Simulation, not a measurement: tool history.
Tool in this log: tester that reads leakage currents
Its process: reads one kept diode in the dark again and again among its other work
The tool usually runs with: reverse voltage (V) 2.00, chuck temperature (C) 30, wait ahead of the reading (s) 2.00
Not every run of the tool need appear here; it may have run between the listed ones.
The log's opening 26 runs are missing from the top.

run	hour	reverse voltage (V)	chuck temperature (C)	wait ahead of the reading (s)	current that the tester gives (pA)
# hour 3463.9: chuck's temperature calibrated
27	3546.3	1.41	30	6.03	27.87
28	3719.7	1.25	40	1.06	56.04
29	3900.4	4.64	42	2.00	119.14
30	4085.1	12.72	24	0.44	53.36
31	4274.4	4.81	24	2.00	31.03
# hour 4346.0: tester calibrated
32	4430.2	17.76	35	0.61	138.12
33	4634.3	17.76	35	0.61	137.68
34	4796.9	4.35	24	0.61	30.57
35	4981.6	4.35	24	0.61	30.70
36	5097.8	4.35	57	3.41	324.66
37	5197.5	2.39	30	2.00	35.90
38	5323.4	1.49	21	0.71	14.20
39	5491.9	2.00	28	2.00	28.27

Each row is a separate what-if for the run after 39, all from the same tool condition, not one after another. Results?
A	5623.1	2.58	28	2.00	?
B	5623.1	2.00	57	2.00	?
C	5623.1	13.09	52	2.00	?
D	5623.1	2.00	58	2.00	?
E	5623.1	7.94	28	1.77	?

run	current that the tester gives (pA)
A	31.87
B	225.08
C	388.15
D	242.07
E	54.41
What these runs would have given with no unlogged condition in the tool:
run	current that the tester gives (pA)
A	31.84
B	224.95
C	387.89
D	241.94
E	54.34
